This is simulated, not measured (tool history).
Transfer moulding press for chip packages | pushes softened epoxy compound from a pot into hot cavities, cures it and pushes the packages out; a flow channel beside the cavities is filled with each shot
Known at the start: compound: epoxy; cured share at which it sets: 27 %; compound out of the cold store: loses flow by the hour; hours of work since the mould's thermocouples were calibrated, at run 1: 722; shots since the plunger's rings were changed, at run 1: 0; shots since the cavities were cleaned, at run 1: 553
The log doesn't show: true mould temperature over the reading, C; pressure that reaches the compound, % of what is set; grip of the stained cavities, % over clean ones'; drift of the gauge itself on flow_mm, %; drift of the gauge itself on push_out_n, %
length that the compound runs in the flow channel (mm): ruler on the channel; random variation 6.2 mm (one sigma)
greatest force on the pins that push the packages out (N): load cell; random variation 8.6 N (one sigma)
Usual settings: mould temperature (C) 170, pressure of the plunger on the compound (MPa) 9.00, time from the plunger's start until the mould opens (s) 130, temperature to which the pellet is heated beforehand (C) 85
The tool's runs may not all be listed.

run,hour,mould temperature (C),pressure of the plunger on the compound (MPa),time from the plunger's start until the mould opens (s),temperature to which the pellet is heated beforehand (C),hours of work since the mould's thermocouples were calibrated,shots since the plunger's rings were changed,shots since the cavities were cleaned,incoming compound's hours out of the cold store,length that the compound runs in the flow channel (mm),greatest force on the pins that push the packages out (N)
1,0.0,170,9.00,130,85,722,0,553,39.6,571,498
# hour 14.1: mould's thermocouples calibrated
2,38.6,170,9.00,130,85,18,419,972,22.1,646,546
# hour 56.9: cavities cleaned with cleaning compound and waxed
3,67.3,170,9.00,130,85,39,731,119,37.2,583,676
4,96.4,170,9.00,130,85,61,1064,452,18.8,647,662
5,129.0,170,9.00,130,85,85,1438,826,33.8,585,644
6,154.1,170,9.00,130,85,104,1725,1113,45.2,547,646
# hour 160.5: cavities cleaned with cleaning compound and waxed
7,176.8,170,9.00,130,85,120,1968,187,45.4,540,410
8,208.0,170,9.00,130,85,144,2325,544,12.8,663,508
9,235.7,170,9.00,130,85,165,2642,861,36.2,560,525
10,257.2,170,9.00,124,85,181,2889,1108,35.3,558,576
# hour 265.6: cavities cleaned with cleaning compound and waxed
# hour 273.7: cavities cleaned with cleaning compound and waxed, once more
11,302.7,170,9.00,130,85,213,3376,333,39.3,550,453
12,339.4,170,9.00,130,85,240,3796,753,23.3,605,530
13,365.3,170,9.00,130,85,260,4092,1049,13.6,648,553
# hour 378.9: cavities cleaned with cleaning compound and waxed
14,393.4,170,9.00,130,95,280,4398,167,16.7,624,407
15,419.1,170,9.00,122,85,299,4692,461,11.9,645,497
16,456.0,170,9.00,122,85,327,5115,884,19.0,611,562
# hour 482.8: cavities cleaned with cleaning compound and waxed
17,491.7,168,6.84,158,85,353,5506,101,15.9,541,404
18,516.8,166,9.89,130,85,372,5794,389,33.5,590,512
19,560.7,166,6.98,119,92,405,6297,892,27.4,504,666
# hour 585.6: plunger's sealing rings changed
# hour 589.5: cavities cleaned with cleaning compound and waxed
20,604.0,170,9.00,122,84,434,194,166,29.3,606,451
21,626.9,173,8.31,157,93,452,456,428,28.8,583,463
22,658.6,173,8.31,157,93,475,819,791,11.1,647,487
# hour 694.9: cavities cleaned with cleaning compound and waxed
23,698.8,173,8.31,157,93,505,1262,44,43.6,523,373
24,731.3,173,8.31,157,93,529,1634,416,35.4,546,441

Forecast each of these 5 alternatives for the next run:
A,762.2,176,9.00,112,92,552,1989,771,18.6,?,?
B,762.2,173,8.31,116,93,552,1989,771,33.7,?,?
C,762.2,170,9.00,130,80,552,1989,771,26.9,?,?
D,762.2,166,9.00,140,92,552,1989,771,11.2,?,?
E,762.2,175,9.00,130,80,552,1989,771,46.1,?,?

run,length that the compound runs in the flow channel (mm),greatest force on the pins that push the packages out (N)
A,621,499
B,553,528
C,609,511
D,679,555
E,523,481
Without the tool's hidden state the same runs would have given:
run,length that the compound runs in the flow channel (mm),greatest force on the pins that push the packages out (N)
A,641,358
B,571,380
C,628,369
D,701,405
E,540,345
